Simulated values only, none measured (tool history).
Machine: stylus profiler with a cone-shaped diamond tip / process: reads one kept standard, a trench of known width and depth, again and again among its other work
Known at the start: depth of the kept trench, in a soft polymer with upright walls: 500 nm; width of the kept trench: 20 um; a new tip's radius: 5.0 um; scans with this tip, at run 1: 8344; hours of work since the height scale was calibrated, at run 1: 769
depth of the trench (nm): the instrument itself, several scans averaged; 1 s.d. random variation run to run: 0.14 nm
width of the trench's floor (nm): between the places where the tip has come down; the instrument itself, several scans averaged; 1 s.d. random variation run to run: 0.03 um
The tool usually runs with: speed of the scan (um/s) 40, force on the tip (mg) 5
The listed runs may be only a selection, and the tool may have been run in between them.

run,hour,speed of the scan (um/s),force on the tip (mg),scans with this tip,hours of work since the height scale was calibrated,depth of the trench (nm),width of the trench's floor (nm)
1,0,40,5,8344,769,509.59,13950
2,105.6,40,5,9152,843,509.67,13830
3,191.7,102,5,9810,904,509.44,13540
4,280.4,102,5,10489,966,509.21,13480
# hour 286.3: height scale calibrated on a step standard
5,355.7,102,5,11061,49,508.65,13370
6,434.9,102,5,11667,105,508.56,13290
7,494.9,145,2.67,12125,147,504.81,12920
8,557.2,74,8.78,12602,191,513.26,13230
9,610,15,12.7,13006,228,518.02,13400
10,687.2,95,1.8,13596,282,502.03,12840
# hour 706.5: height scale calibrated on a step standard, once more
11,783.9,102,2.39,14333,55,506.66,12780
12,874.6,102,2.39,15026,118,506.55,12640

Same runs, no hidden state in the tool, same run-to-run variation:
The hidden state here: radius of the tip, um; height scale over the true one, %; drift of the gauge itself on depth_nm, %; drift of the gauge itself on floor_um, %.
run,depth of the trench (nm),width of the trench's floor (nm)
1,511.36,15570
2,511.6,15570
3,511.5,15380
4,511.41,15420
5,511.41,15390
6,511.44,15400
7,507.76,15100
8,516.37,15470
9,521.22,15700
10,505.26,15230
11,506.85,15270
12,506.88,15240
